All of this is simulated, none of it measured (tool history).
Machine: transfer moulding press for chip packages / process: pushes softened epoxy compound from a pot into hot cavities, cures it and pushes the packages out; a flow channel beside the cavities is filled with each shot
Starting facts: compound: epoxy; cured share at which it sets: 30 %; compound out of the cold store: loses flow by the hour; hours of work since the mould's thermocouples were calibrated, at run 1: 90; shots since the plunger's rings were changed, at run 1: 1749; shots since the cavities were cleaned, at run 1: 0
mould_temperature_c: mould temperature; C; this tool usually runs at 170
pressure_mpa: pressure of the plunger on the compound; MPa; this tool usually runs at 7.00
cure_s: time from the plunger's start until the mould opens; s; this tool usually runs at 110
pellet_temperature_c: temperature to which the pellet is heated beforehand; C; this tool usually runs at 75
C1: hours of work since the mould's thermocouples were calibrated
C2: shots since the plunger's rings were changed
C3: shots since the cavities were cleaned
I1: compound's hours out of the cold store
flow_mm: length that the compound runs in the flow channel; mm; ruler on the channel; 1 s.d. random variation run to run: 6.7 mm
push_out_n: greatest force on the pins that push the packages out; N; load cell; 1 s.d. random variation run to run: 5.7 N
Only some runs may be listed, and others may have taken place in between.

run 1 hour=0.0 | mould_temperature_c=170 pressure_mpa=7.00 cure_s=110 pellet_temperature_c=75 | C1=90 C2=1749 C3=0 | I1=38.9 | flow_mm=822 push_out_n=202
run 2 hour=13.1 | mould_temperature_c=170 pressure_mpa=7.00 cure_s=110 pellet_temperature_c=75 | C1=97 C2=1864 C3=115 | I1=38.0 | flow_mm=821 push_out_n=270
run 3 hour=19.9 | mould_temperature_c=170 pressure_mpa=7.00 cure_s=110 pellet_temperature_c=75 | C1=101 C2=1923 C3=174 | I1=43.0 | flow_mm=799 push_out_n=301
run 4 hour=28.8 | mould_temperature_c=170 pressure_mpa=7.00 cure_s=110 pellet_temperature_c=75 | C1=106 C2=2001 C3=252 | I1=9.1 | flow_mm=958 push_out_n=341
run 5 hour=38.4 | mould_temperature_c=170 pressure_mpa=7.00 cure_s=110 pellet_temperature_c=75 | C1=112 C2=2085 C3=336 | I1=21.5 | flow_mm=901 push_out_n=355
run 6 hour=45.6 | mould_temperature_c=170 pressure_mpa=7.00 cure_s=110 pellet_temperature_c=75 | C1=116 C2=2148 C3=399 | I1=18.0 | flow_mm=911 push_out_n=384
run 7 hour=59.5 | mould_temperature_c=170 pressure_mpa=7.00 cure_s=110 pellet_temperature_c=75 | C1=123 C2=2269 C3=520 | I1=39.3 | flow_mm=813 push_out_n=400
run 8 hour=72.5 | mould_temperature_c=170 pressure_mpa=7.00 cure_s=110 pellet_temperature_c=75 | C1=131 C2=2383 C3=634 | I1=27.5 | flow_mm=861 push_out_n=409
run 9 hour=79.5 | mould_temperature_c=170 pressure_mpa=7.00 cure_s=110 pellet_temperature_c=75 | C1=135 C2=2445 C3=696 | I1=33.4 | flow_mm=844 push_out_n=419
run 10 hour=90.6 | mould_temperature_c=170 pressure_mpa=7.00 cure_s=110 pellet_temperature_c=75 | C1=141 C2=2542 C3=793 | I1=28.9 | flow_mm=854 push_out_n=429
run 11 hour=101.0 | mould_temperature_c=170 pressure_mpa=7.00 cure_s=110 pellet_temperature_c=77 | C1=147 C2=2633 C3=884 | I1=22.8 | flow_mm=889 push_out_n=443
run 12 hour=113.8 | mould_temperature_c=171 pressure_mpa=7.00 cure_s=110 pellet_temperature_c=77 | C1=154 C2=2745 C3=996 | I1=38.5 | flow_mm=804 push_out_n=429
-- hour=118.8 cavities cleaned with cleaning compound and waxed
run 13 hour=126.2 | mould_temperature_c=170 pressure_mpa=7.00 cure_s=110 pellet_temperature_c=75 | C1=160 C2=2841 C3=65 | I1=20.0 | flow_mm=898 push_out_n=254
run 14 hour=135.5 | mould_temperature_c=170 pressure_mpa=7.00 cure_s=110 pellet_temperature_c=75 | C1=165 C2=2922 C3=146 | I1=23.9 | flow_mm=856 push_out_n=282
run 15 hour=149.7 | mould_temperature_c=170 pressure_mpa=7.00 cure_s=110 pellet_temperature_c=77 | C1=173 C2=3047 C3=271 | I1=33.3 | flow_mm=831 push_out_n=315
-- hour=153.2 mould's thermocouples calibrated
run 16 hour=158.1 | mould_temperature_c=170 pressure_mpa=7.00 cure_s=110 pellet_temperature_c=77 | C1=3 C2=3102 C3=326 | I1=29.5 | flow_mm=842 push_out_n=361
run 17 hour=173.2 | mould_temperature_c=170 pressure_mpa=6.51 cure_s=110 pellet_temperature_c=79 | C1=11 C2=3234 C3=458 | I1=14.2 | flow_mm=882 push_out_n=367
run 18 hour=188.7 | mould_temperature_c=172 pressure_mpa=6.24 cure_s=111 pellet_temperature_c=81 | C1=20 C2=3370 C3=594 | I1=27.6 | flow_mm=794 push_out_n=370
run 19 hour=203.4 | mould_temperature_c=175 pressure_mpa=7.00 cure_s=110 pellet_temperature_c=73 | C1=28 C2=3499 C3=723 | I1=15.4 | flow_mm=892 push_out_n=351
run 20 hour=210.6 | mould_temperature_c=170 pressure_mpa=7.00 cure_s=104 pellet_temperature_c=85 | C1=32 C2=3563 C3=787 | I1=8.5 | flow_mm=947 push_out_n=487
run 21 hour=218.3 | mould_temperature_c=170 pressure_mpa=7.00 cure_s=104 pellet_temperature_c=85 | C1=36 C2=3630 C3=854 | I1=42.4 | flow_mm=785 push_out_n=483
-- hour=222.4 mould's thermocouples calibrated, once more
run 22 hour=228.8 | mould_temperature_c=170 pressure_mpa=7.00 cure_s=104 pellet_temperature_c=85 | C1=4 C2=3704 C3=928 | I1=32.6 | flow_mm=817 push_out_n=475
-- hour=240.5 cavities cleaned with cleaning compound and waxed
run 23 hour=245.4 | mould_temperature_c=165 pressure_mpa=6.29 cure_s=144 pellet_temperature_c=67 | C1=12 C2=3837 C3=43 | I1=12.3 | flow_mm=893 push_out_n=220
run 24 hour=255.5 | mould_temperature_c=165 pressure_mpa=6.29 cure_s=144 pellet_temperature_c=67 | C1=18 C2=3925 C3=131 | I1=11.0 | flow_mm=901 push_out_n=254
run 25 hour=262.1 | mould_temperature_c=166 pressure_mpa=7.00 cure_s=110 pellet_temperature_c=85 | C1=21 C2=3982 C3=188 | I1=18.8 | flow_mm=917 push_out_n=380
run 26 hour=270.0 | mould_temperature_c=174 pressure_mpa=8.31 cure_s=110 pellet_temperature_c=85 | C1=26 C2=4052 C3=258 | I1=47.9 | flow_mm=810 push_out_n=264
run 27 hour=280.6 | mould_temperature_c=175 pressure_mpa=7.00 cure_s=110 pellet_temperature_c=75 | C1=32 C2=4144 C3=350 | I1=46.6 | flow_mm=740 push_out_n=294
run 28 hour=292.1 | mould_temperature_c=175 pressure_mpa=7.00 cure_s=110 pellet_temperature_c=75 | C1=38 C2=4245 C3=451 | I1=20.9 | flow_mm=850 push_out_n=311
run 29 hour=302.4 | mould_temperature_c=171 pressure_mpa=7.00 cure_s=139 pellet_temperature_c=82 | C1=44 C2=4336 C3=542 | I1=38.6 | flow_mm=783 push_out_n=299
-- hour=316.6 plunger's sealing rings changed
run 30 hour=319.8 | mould_temperature_c=171 pressure_mpa=5.30 cure_s=139 pellet_temperature_c=68 | C1=52 C2=28 C3=672 | I1=11.0 | flow_mm=844 push_out_n=323

3 options for the next run, each taken on its own from the tool as it stands now. Forecast them:
run A hour=328.9 | mould_temperature_c=170 pressure_mpa=5.30 cure_s=139 pellet_temperature_c=69 | C1=57 C2=108 C3=752 | I1=27.4 | flow_mm=? push_out_n=?
run B hour=328.9 | mould_temperature_c=171 pressure_mpa=6.37 cure_s=139 pellet_temperature_c=76 | C1=57 C2=108 C3=752 | I1=19.1 | flow_mm=? push_out_n=?
run C hour=328.9 | mould_temperature_c=171 pressure_mpa=6.60 cure_s=139 pellet_temperature_c=85 | C1=57 C2=108 C3=752 | I1=22.0 | flow_mm=? push_out_n=?

run=A flow_mm=776 push_out_n=321
run=B flow_mm=887 push_out_n=338
run=C flow_mm=890 push_out_n=340
What these runs would have given with no unlogged condition in the tool:
run=A flow_mm=779 push_out_n=153
run=B flow_mm=890 push_out_n=160
run=C flow_mm=894 push_out_n=166
